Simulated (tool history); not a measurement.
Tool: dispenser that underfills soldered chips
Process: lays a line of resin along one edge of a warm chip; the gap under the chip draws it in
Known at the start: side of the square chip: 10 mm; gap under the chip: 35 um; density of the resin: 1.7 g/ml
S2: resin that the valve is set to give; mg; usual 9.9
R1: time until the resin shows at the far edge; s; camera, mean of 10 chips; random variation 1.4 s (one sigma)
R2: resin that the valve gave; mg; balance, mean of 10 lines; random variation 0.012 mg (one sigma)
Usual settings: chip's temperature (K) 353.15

run 1 hour=0 | chip's_temperature_(K)=353.15 S2=9.9 | R1=253.4 R2=9.72
-- hour=5.8 new syringe of resin
-- hour=10.8 dispensing valve cleaned and set on the balance
run 2 hour=16.1 | chip's_temperature_(K)=353.15 S2=9.9 | R1=288.7 R2=9.85
-- hour=19.7 new syringe of resin
run 3 hour=31.7 | chip's_temperature_(K)=353.15 S2=9.9 | R1=354.5 R2=9.8
-- hour=33.4 new syringe of resin
run 4 hour=45.3 | chip's_temperature_(K)=353.15 S2=9.9 | R1=351.1 R2=9.76
-- hour=46.9 new syringe of resin
run 5 hour=57.6 | chip's_temperature_(K)=345.15 S2=9.9 | R1=494.3 R2=9.72
-- hour=59.8 new syringe of resin
-- hour=71.8 dispensing valve cleaned and set on the balance
-- hour=73.3 new syringe of resin
run 6 hour=76.4 | chip's_temperature_(K)=353.15 S2=9.9 | R1=196.4 R2=9.89
-- hour=86.5 new syringe of resin
run 7 hour=90.8 | chip's_temperature_(K)=353.15 S2=8.81 | R1=215.7 R2=8.74
-- hour=99.9 new syringe of resin
run 8 hour=100.8 | chip's_temperature_(K)=353.15 S2=8.81 | R1=170.2 R2=8.71
run 9 hour=108.7 | chip's_temperature_(K)=353.15 S2=8.81 | R1=292.8 R2=8.66
-- hour=113.5 new syringe of resin
run 10 hour=121.7 | chip's_temperature_(K)=353.15 S2=8.81 | R1=284.9 R2=8.63
-- hour=126.5 new syringe of resin
run 11 hour=130.7 | chip's_temperature_(K)=353.15 S2=9.9 | R1=218.2 R2=9.67
-- hour=133.5 dispensing valve cleaned and set on the balance
-- hour=140.1 new syringe of resin
run 12 hour=144.2 | chip's_temperature_(K)=353.15 S2=9.9 | R1=217.2 R2=9.89
-- hour=152.7 new syringe of resin
run 13 hour=154.2 | chip's_temperature_(K)=353.15 S2=9.9 | R1=173 R2=9.84
run 14 hour=161.7 | chip's_temperature_(K)=353.15 S2=9.9 | R1=289.8 R2=9.83
-- hour=165.2 new syringe of resin
run 15 hour=173.9 | chip's_temperature_(K)=353.15 S2=11.29 | R1=297 R2=11.12
-- hour=178 new syringe of resin
run 16 hour=183.1 | chip's_temperature_(K)=362.15 S2=9.9 | R1=145.6 R2=9.74
-- hour=191.6 new syringe of resin
-- hour=194.7 dispensing valve cleaned and set on the balance
run 17 hour=197.4 | chip's_temperature_(K)=353.15 S2=12.84 | R1=226.1 R2=12.79
-- hour=205.6 new syringe of resin
run 18 hour=207.5 | chip's_temperature_(K)=344.15 S2=10.57 | R1=302.6 R2=10.5
-- hour=218.4 new syringe of resin
run 19 hour=219.4 | chip's_temperature_(K)=360.15 S2=8.44 | R1=127 R2=8.35
-- hour=231.4 new syringe of resin
run 20 hour=236 | chip's_temperature_(K)=341.15 S2=11.16 | R1=427.5 R2=10.97
-- hour=244 new syringe of resin
run 21 hour=249.3 | chip's_temperature_(K)=341.15 S2=11.16 | R1=437.2 R2=10.92
-- hour=255.9 dispensing valve cleaned and set on the balance
-- hour=257.7 new syringe of resin
run 22 hour=265.6 | chip's_temperature_(K)=364.15 S2=9.06 | R1=164.7 R2=9.03
-- hour=270.8 new syringe of resin
run 23 hour=272.9 | chip's_temperature_(K)=366.15 S2=9.9 | R1=98.3 R2=9.84
-- hour=278.2 stage's temperature calibrated
run 24 hour=281.9 | chip's_temperature_(K)=361.15 S2=9.66 | R1=180.9 R2=9.59
-- hour=285.6 new syringe of resin
-- hour=298.2 new syringe of resin
run 25 hour=298.9 | chip's_temperature_(K)=354.15 S2=11.23 | R1=132.8 R2=11.07
run 26 hour=306.8 | chip's_temperature_(K)=354.15 S2=11.23 | R1=231.4 R2=11.07
-- hour=310.6 new syringe of resin
-- hour=318.6 dispensing valve cleaned and set on the balance
run 27 hour=319.6 | chip's_temperature_(K)=368.15 S2=11.23 | R1=109.9 R2=11.24
-- hour=324.4 new syringe of resin
run 28 hour=330.8 | chip's_temperature_(K)=351.15 S2=11.91 | R1=230.9 R2=11.85
-- hour=337.7 new syringe of resin
run 29 hour=344.2 | chip's_temperature_(K)=365.15 S2=12.74 | R1=114.5 R2=12.63
-- hour=351 new syringe of resin
run 30 hour=357.7 | chip's_temperature_(K)=343.15 S2=11.52 | R1=375.9 R2=11.37
-- hour=363.5 new syringe of resin
run 31 hour=369.7 | chip's_temperature_(K)=349.15 S2=12.89 | R1=251.4 R2=12.66

Run 32 comes next. What will it give?
-- hour=376.3 new syringe of resin
-- hour=380.3 dispensing valve cleaned and set on the balance
run 32 hour=384.5 | chip's_temperature_(K)=358.15 S2=10.36 | R1=? R2=?

R1: 168.1 s
R2: 10.36 mg
Without the tool's hidden state the same run would have given R1 100.2 s, R2 10.35 mg.
